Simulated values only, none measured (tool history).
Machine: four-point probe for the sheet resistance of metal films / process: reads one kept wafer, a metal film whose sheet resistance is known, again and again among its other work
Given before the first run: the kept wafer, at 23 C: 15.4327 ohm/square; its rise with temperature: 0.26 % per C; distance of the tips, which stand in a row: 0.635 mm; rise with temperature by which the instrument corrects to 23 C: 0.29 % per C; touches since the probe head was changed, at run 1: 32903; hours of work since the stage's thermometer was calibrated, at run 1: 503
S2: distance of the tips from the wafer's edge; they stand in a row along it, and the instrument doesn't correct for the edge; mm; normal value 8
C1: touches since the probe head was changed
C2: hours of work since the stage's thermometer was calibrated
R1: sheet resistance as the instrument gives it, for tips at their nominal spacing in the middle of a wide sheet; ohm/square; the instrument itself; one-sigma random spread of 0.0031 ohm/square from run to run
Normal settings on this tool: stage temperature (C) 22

run 1 day=0.000 | stage_temperature_(C)=22 S2=8 | C1=32903 C2=503 | R1=15.556295
run 2 day=0.675 | stage_temperature_(C)=22 S2=14 | C1=33541 C2=514 | R1=15.524536
run 3 day=1.317 | stage_temperature_(C)=22 S2=14 | C1=34144 C2=525 | R1=15.518180
run 4 day=2.642 | stage_temperature_(C)=22 S2=14 | C1=35392 C2=547 | R1=15.527287
run 5 day=3.646 | stage_temperature_(C)=22 S2=14 | C1=36341 C2=565 | R1=15.520072
run 6 day=4.788 | stage_temperature_(C)=22 S2=7 | C1=37416 C2=584 | R1=15.573616
run 7 day=5.458 | stage_temperature_(C)=22 S2=7 | C1=38051 C2=595 | R1=15.578583
run 8 day=6.467 | stage_temperature_(C)=22 S2=8 | C1=38999 C2=612 | R1=15.556048
run 9 day=7.496 | stage_temperature_(C)=22 S2=8 | C1=39971 C2=630 | R1=15.562293
run 10 day=8.717 | stage_temperature_(C)=22 S2=8 | C1=41119 C2=651 | R1=15.561209
run 11 day=9.750 | stage_temperature_(C)=22 S2=14 | C1=42094 C2=668 | R1=15.527779
run 12 day=10.917 | stage_temperature_(C)=22 S2=14 | C1=43193 C2=688 | R1=15.527680
run 13 day=12.204 | stage_temperature_(C)=22 S2=14 | C1=44409 C2=710 | R1=15.526062
-- day=12.338 stage's thermometer calibrated
run 14 day=13.212 | stage_temperature_(C)=22 S2=14 | C1=45340 C2=15 | R1=15.516736
run 15 day=14.421 | stage_temperature_(C)=21 S2=22 | C1=46478 C2=35 | R1=15.520590
-- day=15.396 stage's thermometer calibrated, once more
run 16 day=15.479 | stage_temperature_(C)=34 S2=39 | C1=47458 C2=1 | R1=15.451109
run 17 day=16.392 | stage_temperature_(C)=34 S2=39 | C1=48316 C2=17 | R1=15.456858
run 18 day=17.121 | stage_temperature_(C)=34 S2=39 | C1=49004 C2=29 | R1=15.454277

Estimate the outcome of run 19 from the log above:
run 19 day=18.250 | stage_temperature_(C)=21 S2=12 | C1=50067 C2=48 | R1=?

{"run 19": {"R1": 15.546398}}
With the hidden condition absent and the run-to-run variation left alone, this run would have shown R1 15.468560 ohm/square.

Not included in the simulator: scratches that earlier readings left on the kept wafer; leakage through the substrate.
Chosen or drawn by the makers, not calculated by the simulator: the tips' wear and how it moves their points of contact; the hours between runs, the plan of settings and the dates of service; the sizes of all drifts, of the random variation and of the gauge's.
